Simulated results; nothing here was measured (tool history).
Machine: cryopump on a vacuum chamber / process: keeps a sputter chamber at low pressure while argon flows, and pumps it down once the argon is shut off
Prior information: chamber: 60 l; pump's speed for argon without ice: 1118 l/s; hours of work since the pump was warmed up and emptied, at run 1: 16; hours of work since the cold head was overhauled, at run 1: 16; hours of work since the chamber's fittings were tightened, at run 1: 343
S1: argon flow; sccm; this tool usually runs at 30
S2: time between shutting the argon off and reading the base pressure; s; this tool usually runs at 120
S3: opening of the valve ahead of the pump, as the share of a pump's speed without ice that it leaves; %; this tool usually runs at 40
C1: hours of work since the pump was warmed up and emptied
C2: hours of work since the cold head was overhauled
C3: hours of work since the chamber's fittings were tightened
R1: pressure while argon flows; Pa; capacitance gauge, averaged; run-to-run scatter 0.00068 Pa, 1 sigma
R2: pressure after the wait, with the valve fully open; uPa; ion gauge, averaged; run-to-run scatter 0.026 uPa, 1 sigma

run,hour,S1,S2,S3,C1,C2,C3,R1,R2
1,0.0,30,120,40,16,16,343,0.1136,1.52
2,15.9,30,120,40,27,27,354,0.1141,1.57
3,25.0,30,120,40,33,33,361,0.1140,1.57
4,31.7,30,120,40,38,38,366,0.1132,1.59
5,46.2,30,120,40,48,48,376,0.1133,1.60
6,60.4,30,120,40,58,58,386,0.1138,1.57
7,73.8,30,120,40,68,68,395,0.1145,1.64
8,89.9,30,84,40,79,79,407,0.1137,1.95
9,97.2,30,84,40,84,84,412,0.1158,1.94
10,107.7,30,219,40,92,92,419,0.1142,1.28
11,124.2,30,219,40,103,103,431,0.1151,1.25
12,135.0,30,219,40,111,111,438,0.1158,1.30
13,144.8,30,120,52,118,118,445,0.0876,1.66
14,154.2,16,120,40,125,125,452,0.0615,1.69
15,164.3,16,120,40,132,132,459,0.0613,1.71
16,172.8,16,120,40,138,138,465,0.0623,1.66
17,180.4,16,120,40,143,143,470,0.0614,1.70
18,196.9,20,145,26,155,155,482,0.1185,1.53
19,205.5,59,279,25,161,161,488,0.3619,1.26
20,218.3,59,279,25,170,170,497,0.3611,1.29
21,234.4,42,118,16,181,181,509,0.4006,1.75
22,248.1,42,118,16,191,191,518,0.3985,1.82
23,261.6,27,26,32,200,200,528,0.1299,4.84
24,269.2,27,26,32,206,206,533,0.1302,4.70
25,277.8,27,26,32,212,212,539,0.1312,4.79
26,288.6,14,210,40,219,219,547,0.0551,1.45
27,299.5,14,210,40,227,227,555,0.0544,1.50
28,315.0,56,24,57,238,238,566,0.1540,5.18
29,327.0,30,116,40,247,247,574,0.1163,1.84
30,339.1,26,249,27,255,255,583,0.1497,1.53
31,347.6,21,20,45,261,261,589,0.0741,6.00
32,360.5,30,120,22,270,270,598,0.2116,1.95
33,372.5,15,54,21,279,279,606,0.1099,2.91
34,380.1,18,120,49,284,284,611,0.0576,1.91

Difference, measured minus no-hidden-state, one row per run. Run-to-run variation is common to both terms; the gauge's own scatter need not be:
The hidden state here: pump's speed, % of a pump's without ice; cold plate's temperature, K; leak into the chamber, uPa l/s; drift of the gauge itself on working_pa, %; drift of the gauge itself on base_upa, %.
run,R1,R2
1,+0.0002,+0.46
2,+0.0004,+0.48
3,+0.0004,+0.49
4,+0.0005,+0.49
5,+0.0006,+0.51
6,+0.0008,+0.51
7,+0.0009,+0.54
8,+0.0010,+0.54
9,+0.0011,+0.54
10,+0.0012,+0.57
11,+0.0014,+0.56
12,+0.0015,+0.59
13,+0.0016,+0.59
14,+0.0009,+0.61
15,+0.0009,+0.62
16,+0.0009,+0.62
17,+0.0009,+0.63
18,+0.0013,+0.63
19,+0.0041,+0.65
20,+0.0044,+0.67
21,+0.0034,+0.68
22,+0.0035,+0.72
23,+0.0024,+0.73
24,+0.0024,+0.72
25,+0.0026,+0.75
26,+0.0013,+0.74
27,+0.0014,+0.76
28,+0.0059,+0.78
29,+0.0033,+0.78
30,+0.0030,+0.84
31,+0.0025,+0.82
32,+0.0037,+0.85
33,+0.0019,+0.85
34,+0.0023,+0.83
